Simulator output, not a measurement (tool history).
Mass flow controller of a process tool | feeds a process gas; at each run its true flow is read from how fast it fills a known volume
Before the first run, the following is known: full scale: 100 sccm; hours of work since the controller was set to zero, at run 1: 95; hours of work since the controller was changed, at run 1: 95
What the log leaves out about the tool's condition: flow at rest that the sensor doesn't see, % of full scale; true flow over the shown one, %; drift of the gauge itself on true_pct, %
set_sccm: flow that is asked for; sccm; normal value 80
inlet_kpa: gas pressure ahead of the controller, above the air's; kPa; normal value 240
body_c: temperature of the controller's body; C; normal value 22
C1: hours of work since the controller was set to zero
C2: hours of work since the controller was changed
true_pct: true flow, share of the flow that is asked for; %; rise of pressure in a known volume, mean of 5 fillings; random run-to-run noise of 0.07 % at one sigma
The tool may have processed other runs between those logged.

Run 1, hour 0.0: usual settings; C1 95; C2 95. Result: true_pct 98.98 %.
Run 2, hour 62.6: usual settings; C1 125; C2 125. Result: true_pct 99.06 %.
Run 3, hour 138.4: usual settings; C1 161; C2 161. Result: true_pct 99.08 %.
Run 4, hour 220.4: usual settings; C1 200; C2 200. Result: true_pct 99.02 %.
Run 5, hour 325.2: usual settings; C1 249; C2 249. Result: true_pct 98.88 %.
Run 6, hour 426.8: usual settings but set_sccm 18 sccm; C1 298; C2 298. Result: true_pct 97.29 %.
Run 7, hour 481.2: usual settings but set_sccm 18 sccm; C1 324; C2 324. Result: true_pct 97.13 %.
Run 8, hour 549.7: usual settings but set_sccm 18 sccm, body_c 27 C; C1 356; C2 356. Result: true_pct 96.71 %.
Run 9, hour 600.2: usual settings but set_sccm 18 sccm, body_c 27 C; C1 380; C2 380. Result: true_pct 96.78 %.
Run 10, hour 692.3: usual settings but inlet_kpa 181 kPa; C1 424; C2 424. Result: true_pct 99.35 %.
Run 11, hour 772.7: usual settings but inlet_kpa 181 kPa; C1 462; C2 462. Result: true_pct 99.42 %.
Run 12, hour 819.0: usual settings but inlet_kpa 181 kPa; C1 484; C2 484. Result: true_pct 99.39 %.
Run 13, hour 918.6: usual settings but inlet_kpa 181 kPa; C1 531; C2 531. Result: true_pct 99.29 %.
Run 14, hour 983.8: usual settings; C1 562; C2 562. Result: true_pct 98.81 %.
Run 15, hour 1083.2: usual settings; C1 610; C2 610. Result: true_pct 98.81 %.
Run 16, hour 1177.3: usual settings; C1 654; C2 654. Result: true_pct 98.83 %.
Run 17, hour 1239.4: usual settings but inlet_kpa 161 kPa; C1 684; C2 684. Result: true_pct 99.28 %.
Run 18, hour 1300.9: usual settings but inlet_kpa 161 kPa; C1 713; C2 713. Result: true_pct 99.31 %.
Run 19, hour 1381.9: usual settings but inlet_kpa 268 kPa; C1 752; C2 752. Result: true_pct 98.46 %.
Run 20, hour 1427.8: usual settings; C1 774; C2 774. Result: true_pct 98.68 %.
Run 21, hour 1493.1: usual settings; C1 805; C2 805. Result: true_pct 98.56 %.
Run 22, hour 1557.4: usual settings; C1 835; C2 835. Result: true_pct 98.66 %.
Run 23, hour 1627.1: usual settings; C1 868; C2 868. Result: true_pct 98.64 %.
Run 24, hour 1687.7: usual settings but body_c 23 C; C1 897; C2 897. Result: true_pct 98.66 %.
Run 25, hour 1771.0: usual settings but set_sccm 69 sccm, inlet_kpa 252 kPa; C1 937; C2 937. Result: true_pct 98.19 %.
Run 26, hour 1861.0: usual settings but set_sccm 69 sccm, inlet_kpa 252 kPa; C1 979; C2 979. Result: true_pct 98.28 %.
Run 27, hour 1963.7: usual settings but set_sccm 69 sccm, inlet_kpa 252 kPa; C1 1028; C2 1028. Result: true_pct 98.02 %.
Run 28, hour 2017.7: usual settings but set_sccm 45 sccm; C1 1054; C2 1054. Result: true_pct 97.53 %.
Run 29, hour 2101.6: usual settings but set_sccm 16 sccm, body_c 26 C; C1 1094; C2 1094. Result: true_pct 96.74 %.
Run 30, hour 2153.2: usual settings but set_sccm 16 sccm, body_c 26 C; C1 1118; C2 1118. Result: true_pct 96.77 %.
Run 31, hour 2232.7: usual settings but set_sccm 29 sccm, body_c 20 C; C1 1156; C2 1156. Result: true_pct 97.23 %.
Run 32, hour 2324.7: usual settings but set_sccm 86 sccm, inlet_kpa 267 kPa, body_c 27 C; C1 1200; C2 1200. Result: true_pct 98.14 %.
Run 33, hour 2415.2: usual settings but set_sccm 86 sccm, inlet_kpa 182 kPa, body_c 27 C; C1 1243; C2 1243. Result: true_pct 98.70 %.
Run 34, hour 2513.2: usual settings but set_sccm 86 sccm, inlet_kpa 207 kPa, body_c 27 C; C1 1289; C2 1289. Result: true_pct 98.57 %.
Run 35, hour 2604.0: usual settings but set_sccm 23 sccm, inlet_kpa 181 kPa, body_c 34 C; C1 1333; C2 1333. Result: true_pct 96.61 %.
Run 36, hour 2685.2: usual settings but set_sccm 30 sccm, inlet_kpa 181 kPa; C1 1371; C2 1371. Result: true_pct 97.36 %.
Run 37, hour 2746.5: usual settings but set_sccm 85 sccm, inlet_kpa 181 kPa, body_c 23 C; C1 1400; C2 1400. Result: true_pct 98.85 %.
Run 38, hour 2807.4: usual settings but set_sccm 85 sccm, inlet_kpa 181 kPa, body_c 23 C; C1 1429; C2 1429. Result: true_pct 98.81 %.
Run 39, hour 2865.5: usual settings but set_sccm 16 sccm, inlet_kpa 198 kPa, body_c 27 C; C1 1457; C2 1457. Result: true_pct 97.00 %.
Run 40, hour 2910.5: usual settings but set_sccm 50 sccm, inlet_kpa 230 kPa, body_c 27 C; C1 1478; C2 1478. Result: true_pct 97.18 %.

For each run, the measured value with the value that run would have given without the tool's hidden condition subtracted. The run-to-run variation is shared by both, the gauge scatter possibly not:
run  true_pct
  1     -0.08
  2     -0.10
  3     -0.12
  4     -0.15
  5     -0.18
  6     +0.04
  7     +0.04
  8     +0.03
  9     +0.02
 10     -0.29
 11     -0.31
 12     -0.33
 13     -0.35
 14     -0.37
 15     -0.40
 16     -0.43
 17     -0.45
 18     -0.47
 19     -0.50
 20     -0.50
 21     -0.52
 22     -0.54
 23     -0.56
 24     -0.58
 25     -0.58
 26     -0.60
 27     -0.64
 28     -0.55
 29     -0.02
 30     -0.03
 31     -0.44
 32     -0.78
 33     -0.80
 34     -0.83
 35     -0.36
 36     -0.54
 37     -0.90
 38     -0.92
 39     -0.08
 40     -0.81

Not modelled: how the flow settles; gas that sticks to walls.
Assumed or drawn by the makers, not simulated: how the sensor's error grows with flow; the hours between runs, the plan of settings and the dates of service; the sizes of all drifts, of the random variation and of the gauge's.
